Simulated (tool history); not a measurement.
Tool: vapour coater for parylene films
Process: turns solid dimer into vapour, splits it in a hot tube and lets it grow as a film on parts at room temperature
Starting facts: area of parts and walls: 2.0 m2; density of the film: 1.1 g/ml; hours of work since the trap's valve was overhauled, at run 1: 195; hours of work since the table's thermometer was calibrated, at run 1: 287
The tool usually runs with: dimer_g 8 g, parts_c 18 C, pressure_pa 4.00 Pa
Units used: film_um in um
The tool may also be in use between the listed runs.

| run | day | dimer_g | parts_c | pressure_pa | hours of work since the trap's valve was overhauled | hours of work since the table's thermometer was calibrated | film_um |
|---|---|---|---|---|---|---|---|
| 1 | 0.000 | 8 | 18 | 4.00 | 195 | 287 | 1.625 |
| 2 | 1.688 | 8 | 18 | 4.00 | 212 | 305 | 1.618 |
| 3 | 3.333 | 8 | 18 | 4.00 | 229 | 322 | 1.616 |
| 4 | 4.892 | 8 | 18 | 4.00 | 245 | 338 | 1.620 |
| 5 | 6.200 | 8 | 18 | 4.00 | 259 | 351 | 1.599 |
| 6 | 7.850 | 11 | 18 | 4.00 | 275 | 368 | 2.188 |
| 7 | 9.233 | 11 | 18 | 4.00 | 290 | 383 | 2.193 |
| 8 | 10.350 | 11 | 18 | 4.00 | 301 | 394 | 2.189 |
|  | 10.979 | trap's valve overhauled |
| 9 | 12.071 | 8 | 18 | 5.71 | 11 | 410 | 1.702 |
| 10 | 12.904 | 8 | 18 | 5.71 | 20 | 419 | 1.677 |
| 11 | 13.817 | 8 | 18 | 5.71 | 29 | 428 | 1.696 |
| 12 | 15.192 | 8 | 18 | 5.71 | 43 | 442 | 1.687 |
| 13 | 16.017 | 8 | 18 | 5.71 | 52 | 451 | 1.671 |
| 14 | 17.704 | 8 | 18 | 5.71 | 69 | 468 | 1.669 |
| 15 | 18.729 | 8 | 18 | 5.71 | 80 | 479 | 1.667 |
| 16 | 19.771 | 5 | 18 | 4.00 | 91 | 489 | 1.049 |
| 17 | 20.838 | 5 | 18 | 4.00 | 102 | 500 | 1.042 |
| 18 | 22.325 | 5 | 18 | 4.00 | 117 | 516 | 1.041 |
| 19 | 23.188 | 5 | 18 | 4.00 | 126 | 525 | 1.036 |
| 20 | 24.021 | 5 | 18 | 4.00 | 134 | 533 | 1.049 |
| 21 | 25.692 | 5 | 18 | 4.00 | 152 | 550 | 1.039 |
| 22 | 27.329 | 9 | 19 | 3.65 | 169 | 567 | 1.820 |
| 23 | 28.825 | 7 | 16 | 4.57 | 184 | 583 | 1.519 |
| 24 | 30.079 | 7 | 16 | 4.57 | 197 | 596 | 1.512 |
| 25 | 31.521 | 14 | 13 | 8.32 | 212 | 611 | 3.218 |
| 26 | 32.408 | 11 | 13 | 9.33 | 221 | 620 | 2.507 |
| 27 | 33.779 | 3 | 17 | 9.33 | 235 | 634 | 0.604 |
| 28 | 34.646 | 3 | 25 | 3.20 | 244 | 643 | 0.506 |
| 29 | 36.133 | 3 | 25 | 3.20 | 259 | 658 | 0.498 |
| 30 | 37.650 | 3 | 25 | 3.20 | 275 | 674 | 0.496 |
| 31 | 38.546 | 3 | 25 | 3.20 | 284 | 683 | 0.473 |
| 32 | 39.379 | 14 | 18 | 4.00 | 293 | 692 | 2.796 |
|  | 40.804 | trap's valve overhauled |
| 33 | 40.804 | 14 | 18 | 4.00 | 0 | 705 | 3.049 |
| 34 | 41.542 | 8 | 13 | 4.00 | 8 | 712 | 2.027 |
| 35 | 42.871 | 8 | 13 | 4.00 | 21 | 726 | 2.035 |
| 36 | 43.704 | 9 | 13 | 4.00 | 30 | 734 | 2.285 |
| 37 | 45.325 | 8 | 18 | 6.46 | 47 | 751 | 1.680 |
| 38 | 46.329 | 11 | 12 | 6.46 | 57 | 762 | 2.762 |
| 39 | 47.500 | 3 | 25 | 7.41 | 69 | 774 | 0.494 |
| 40 | 48.858 | 8 | 25 | 7.41 | 83 | 788 | 1.316 |
| 41 | 50.458 | 13 | 18 | 7.41 | 100 | 804 | 2.644 |

Below are 3 alternative next runs, each starting from the tool's condition after run 41. Predict each:
| A | 51.862 | 3 | 15 | 9.28 | 114 | 819 | ? |
| B | 51.862 | 13 | 29 | 7.41 | 114 | 819 | ? |
| C | 51.862 | 13 | 18 | 3.25 | 114 | 819 | ? |

| run | film_um |
|---|---|
| A | 0.654 |
| B | 1.876 |
| C | 2.765 |
With no hidden state in the tool, these same runs would have given:
| run | film_um |
|---|---|
| A | 0.669 |
| B | 1.919 |
| C | 2.828 |
